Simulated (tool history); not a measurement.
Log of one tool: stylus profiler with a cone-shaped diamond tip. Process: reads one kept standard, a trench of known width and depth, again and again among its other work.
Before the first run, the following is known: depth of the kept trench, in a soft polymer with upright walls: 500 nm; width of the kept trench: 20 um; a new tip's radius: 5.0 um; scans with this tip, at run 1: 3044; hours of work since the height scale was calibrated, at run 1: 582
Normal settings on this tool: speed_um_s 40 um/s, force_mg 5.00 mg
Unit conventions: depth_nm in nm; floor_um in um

run,day,speed_um_s,force_mg,scans with this tip,hours of work since the height scale was calibrated,depth_nm,floor_um
1,0.000,40,5.00,3044,582,505.23,14.55
2,3.358,114,5.00,3377,645,505.17,14.30
3,7.167,32,5.00,3755,718,505.13,14.36
4,11.796,32,5.00,4215,805,505.01,14.21
5,15.008,40,5.00,4534,866,504.85,14.16
6,17.704,97,5.00,4802,918,504.79,13.97
7,20.888,97,4.73,5118,978,504.76,13.90
8,24.221,97,4.73,5448,1041,504.34,13.78
9,27.108,97,4.73,5735,1096,504.17,13.66
10,30.967,40,5.00,6118,1169,504.81,13.69
11,34.458,40,5.00,6465,1235,504.43,13.62
12,38.483,40,5.00,6864,1312,504.46,13.43
13,43.129,40,5.00,7326,1400,504.26,13.37
14,47.233,40,5.00,7733,1478,504.08,13.25
15,51.250,12,2.03,8132,1554,501.49,13.28
16,54.250,12,2.03,8430,1611,501.54,13.12
17,56.658,20,3.56,8669,1657,503.08,13.08
18,61.400,63,11.27,9140,1747,508.15,12.98
19,65.225,63,11.27,9520,1819,508.10,12.89
20,67.138,40,3.97,9709,1855,503.21,12.84
21,69.833,40,3.97,9977,1907,502.62,12.81
22,74.200,136,4.80,10410,1989,503.59,12.49
# day 77.842: new tip fitted, height scale calibrated
23,78.650,136,4.80,80,15,505.71,15.33
24,83.038,136,4.80,516,99,505.27,15.18
25,86.596,46,2.09,869,166,502.95,15.17
26,90.712,46,2.09,1278,244,502.99,15.03
27,94.646,46,2.09,1668,319,502.91,14.91

Take each entry between the runs: how does the hidden state at the last listed run before it differ from the hidden state at the first listed run after it?
From run 22 to run 23: new tip fitted, height scale calibrated (day 77.842)
  radius of the tip, um: 13.43 -> 5.15; height scale over the true one, %: -0.425 -> 0
  the result without the hidden state subtracted from the measured one, depth_nm: -2.15 -> +0.00 nm; floor_um: -2.90 -> -0.07 um
